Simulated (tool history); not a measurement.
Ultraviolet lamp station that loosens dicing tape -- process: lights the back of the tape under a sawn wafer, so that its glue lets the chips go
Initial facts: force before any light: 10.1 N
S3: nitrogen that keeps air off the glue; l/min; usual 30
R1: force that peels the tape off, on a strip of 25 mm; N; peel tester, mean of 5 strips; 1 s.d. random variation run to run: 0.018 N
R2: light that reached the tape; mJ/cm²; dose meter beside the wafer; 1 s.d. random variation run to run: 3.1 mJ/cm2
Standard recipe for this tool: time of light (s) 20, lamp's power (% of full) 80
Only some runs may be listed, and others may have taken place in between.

Run 1, hour 0.0: usual settings. Result: R1 1.139 N, R2 417 mJ/cm².
Run 2, hour 19.6: usual settings. Result: R1 1.118 N, R2 414 mJ/cm².
Run 3, hour 28.6: usual settings. Result: R1 1.138 N, R2 416 mJ/cm².
Run 4, hour 41.9: usual settings. Result: R1 1.128 N, R2 412 mJ/cm².
Run 5, hour 60.6: usual settings. Result: R1 1.175 N, R2 412 mJ/cm².
Run 6, hour 72.3: usual settings. Result: R1 1.193 N, R2 411 mJ/cm².
Run 7, hour 85.0: usual settings but time of light (s) 18. Result: R1 1.483 N, R2 370 mJ/cm².
Run 8, hour 102.5: usual settings but lamp's power (% of full) 82. Result: R1 1.155 N, R2 415 mJ/cm².
Run 9, hour 114.0: usual settings. Result: R1 1.252 N, R2 406 mJ/cm².
At hour 116.1: window cleaned of glue's vapour.
Run 10, hour 127.1: usual settings. Result: R1 1.128 N, R2 425 mJ/cm².
Run 11, hour 137.1: usual settings. Result: R1 1.132 N, R2 427 mJ/cm².
Run 12, hour 155.8: usual settings but lamp's power (% of full) 63. Result: R1 1.756 N, R2 326 mJ/cm².
Run 13, hour 166.2: usual settings but time of light (s) 31, lamp's power (% of full) 63. Result: R1 0.734 N, R2 512 mJ/cm².
Run 14, hour 183.8: usual settings but S3 12 l/min. Result: R1 2.125 N, R2 418 mJ/cm².
Run 15, hour 195.9: usual settings but S3 12 l/min. Result: R1 2.141 N, R2 412 mJ/cm².
Run 16, hour 206.4: usual settings but S3 12 l/min. Result: R1 2.184 N, R2 413 mJ/cm².
Run 17, hour 221.2: usual settings but S3 12 l/min. Result: R1 2.174 N, R2 418 mJ/cm².
Run 18, hour 232.1: usual settings but S3 12 l/min. Result: R1 2.201 N, R2 411 mJ/cm².
Run 19, hour 246.7: usual settings but lamp's power (% of full) 91. Result: R1 0.927 N, R2 466 mJ/cm².
Run 20, hour 264.8: usual settings but time of light (s) 21, lamp's power (% of full) 87, S3 26 l/min. Result: R1 1.031 N, R2 468 mJ/cm².
Run 21, hour 278.0: usual settings but time of light (s) 21, lamp's power (% of full) 87, S3 26 l/min. Result: R1 1.024 N, R2 464 mJ/cm².
Run 22, hour 293.6: usual settings but time of light (s) 16, lamp's power (% of full) 87, S3 26 l/min. Result: R1 1.705 N, R2 349 mJ/cm².
Run 23, hour 304.4: usual settings but time of light (s) 16, lamp's power (% of full) 87, S3 26 l/min. Result: R1 1.764 N, R2 347 mJ/cm².
Run 24, hour 316.8: usual settings but time of light (s) 11. Result: R1 3.040 N, R2 222 mJ/cm².
Run 25, hour 335.6: usual settings but time of light (s) 22. Result: R1 1.026 N, R2 437 mJ/cm².
Run 26, hour 349.1: usual settings but time of light (s) 22. Result: R1 1.066 N, R2 439 mJ/cm².
Run 27, hour 363.1: usual settings but time of light (s) 22. Result: R1 1.045 N, R2 440 mJ/cm².
Run 28, hour 380.2: usual settings but time of light (s) 22. Result: R1 1.076 N, R2 444 mJ/cm².
Run 29, hour 391.4: usual settings but time of light (s) 11, S3 23 l/min. Result: R1 3.473 N, R2 216 mJ/cm².

Each row is a separate what-if for the run after 29, all from the same tool condition, not one after another. Results?
Run A, hour 410.6: usual settings but time of light (s) 18, S3 28 l/min. Result: R1 ?, R2 ?.
Run B, hour 410.6: usual settings but S3 13 l/min. Result: R1 ?, R2 ?.
Run C, hour 410.6: usual settings but time of light (s) 12, lamp's power (% of full) 72, S3 16 l/min. Result: R1 ?, R2 ?.
Run D, hour 410.6: usual settings but time of light (s) 11, lamp's power (% of full) 84, S3 60 l/min. Result: R1 ?, R2 ?.

run     R1   R2
  A  1.615  353
  B  2.231  392
  C  4.152  214
  D  2.175  226
What these runs would have given with no unlogged condition in the tool:
run     R1   R2
  A  1.100  437
  B  1.607  484
  C  3.381  264
  D  1.551  280
